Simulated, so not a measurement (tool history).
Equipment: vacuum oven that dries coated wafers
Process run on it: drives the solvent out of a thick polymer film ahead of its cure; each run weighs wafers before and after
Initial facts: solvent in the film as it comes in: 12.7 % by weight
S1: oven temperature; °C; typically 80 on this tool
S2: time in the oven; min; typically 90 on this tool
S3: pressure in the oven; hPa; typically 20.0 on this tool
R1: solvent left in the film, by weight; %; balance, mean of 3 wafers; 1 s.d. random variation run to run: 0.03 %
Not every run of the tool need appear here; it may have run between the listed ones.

Run 1, hour 0.0: usual settings. Result: R1 2.55 %.
Run 2, hour 13.4: usual settings but S2 61 min. Result: R1 3.78 %.
Run 3, hour 19.2: usual settings but S2 61 min. Result: R1 3.76 %.
Run 4, hour 27.1: usual settings but S2 61 min. Result: R1 3.74 %.
Run 5, hour 33.1: usual settings. Result: R1 2.55 %.
Run 6, hour 40.4: usual settings. Result: R1 2.53 %.
Run 7, hour 50.0: usual settings but S2 48 min. Result: R1 4.62 %.
Run 8, hour 63.0: usual settings but S2 48 min. Result: R1 4.51 %.
Run 9, hour 74.7: usual settings but S1 75 °C, S2 147 min, S3 12.8 hPa. Result: R1 2.11 %.
Run 10, hour 87.5: usual settings but S1 75 °C, S2 147 min, S3 12.8 hPa. Result: R1 2.09 %.
Run 11, hour 100.9: usual settings but S1 75 °C, S2 147 min, S3 12.8 hPa. Result: R1 2.04 %.
Run 12, hour 109.2: usual settings but S1 75 °C, S2 147 min, S3 12.8 hPa. Result: R1 2.08 %.
Run 13, hour 117.7: usual settings but S1 75 °C, S2 147 min, S3 12.8 hPa. Result: R1 2.12 %.
Run 14, hour 130.6: usual settings but S1 84 °C, S3 56.1 hPa. Result: R1 3.17 %.

How would selected steps in R1 from run to run divide? Give the signed amount a tool lacking its hidden state would still show from settings, what came in and random variation, and the signed amount left for the hidden state, including any gauge scatter that is not in both of the compared results.
What the log doesn't record here: true wafer temperature over the reading, C; true pressure over the reading, kPa; drift of the gauge itself on solvent_pct, %.
Run 8 -> 9: S1 80 -> 75, S2 48 -> 147, S3 20.0 -> 12.8. R1 -2.40 %: hidden state +0.07, all else -2.47.
